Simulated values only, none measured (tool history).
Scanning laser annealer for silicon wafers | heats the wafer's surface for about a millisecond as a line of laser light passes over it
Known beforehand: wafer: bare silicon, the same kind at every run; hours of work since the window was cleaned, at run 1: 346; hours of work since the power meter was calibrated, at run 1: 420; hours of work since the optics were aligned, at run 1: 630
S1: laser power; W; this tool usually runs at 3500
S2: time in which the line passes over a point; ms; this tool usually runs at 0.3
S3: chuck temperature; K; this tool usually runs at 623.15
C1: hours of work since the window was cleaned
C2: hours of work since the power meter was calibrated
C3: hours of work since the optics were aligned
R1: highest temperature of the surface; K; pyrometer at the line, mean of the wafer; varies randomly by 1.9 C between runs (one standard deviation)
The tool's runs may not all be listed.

run 1 hour=0 | S1=3500 S2=0.3 S3=623.15 | C1=346 C2=420 C3=630 | R1=1421.15
-- hour=5.6 window over the wafer cleaned
run 2 hour=46 | S1=3444 S2=0.3 S3=623.15 | C1=22 C2=444 C3=653 | R1=1433.15
run 3 hour=94.3 | S1=3500 S2=0.3 S3=623.15 | C1=47 C2=470 C3=679 | R1=1442.15
run 4 hour=119.6 | S1=3500 S2=0.3 S3=623.15 | C1=61 C2=483 C3=693 | R1=1444.15
run 5 hour=145.2 | S1=3500 S2=0.3 S3=647.15 | C1=75 C2=497 C3=706 | R1=1464.15
run 6 hour=192.4 | S1=3500 S2=0.3 S3=647.15 | C1=100 C2=522 C3=732 | R1=1466.15
run 7 hour=234.7 | S1=3500 S2=0.3 S3=623.15 | C1=123 C2=545 C3=754 | R1=1437.15
run 8 hour=283.2 | S1=3177 S2=0.3 S3=586.15 | C1=149 C2=571 C3=780 | R1=1324.15
run 9 hour=312.4 | S1=3500 S2=0.214 S3=623.15 | C1=164 C2=586 C3=796 | R1=1311.15
run 10 hour=347.5 | S1=3265 S2=0.231 S3=611.15 | C1=183 C2=605 C3=815 | R1=1274.15
run 11 hour=372.7 | S1=2983 S2=0.347 S3=584.15 | C1=197 C2=619 C3=828 | R1=1326.15
run 12 hour=411 | S1=3465 S2=0.3 S3=620.15 | C1=217 C2=639 C3=849 | R1=1415.15
run 13 hour=450.9 | S1=3622 S2=0.234 S3=595.15 | C1=238 C2=660 C3=870 | R1=1334.15
run 14 hour=479.5 | S1=3622 S2=0.234 S3=595.15 | C1=254 C2=676 C3=885 | R1=1332.15

Below are 5 alternative next runs, each starting from the tool's condition after run 14. Predict each:
run A hour=517.2 | S1=3630 S2=0.295 S3=647.15 | C1=274 C2=696 C3=905 | R1=?
run B hour=517.2 | S1=3234 S2=0.234 S3=595.15 | C1=274 C2=696 C3=905 | R1=?
run C hour=517.2 | S1=3622 S2=0.264 S3=595.15 | C1=274 C2=696 C3=905 | R1=?
run D hour=517.2 | S1=3622 S2=0.319 S3=595.15 | C1=274 C2=696 C3=905 | R1=?
run E hour=517.2 | S1=3075 S2=0.378 S3=644.15 | C1=274 C2=696 C3=905 | R1=?

run=A R1=1473.15
run=B R1=1251.15
run=C R1=1373.15
run=D R1=1449.15
run=E R1=1432.15
Stripped of hidden state, with their random variation kept, the same runs would have yielded:
run=A R1=1501.15
run=B R1=1273.15
run=C R1=1400.15
run=D R1=1478.15
run=E R1=1459.15

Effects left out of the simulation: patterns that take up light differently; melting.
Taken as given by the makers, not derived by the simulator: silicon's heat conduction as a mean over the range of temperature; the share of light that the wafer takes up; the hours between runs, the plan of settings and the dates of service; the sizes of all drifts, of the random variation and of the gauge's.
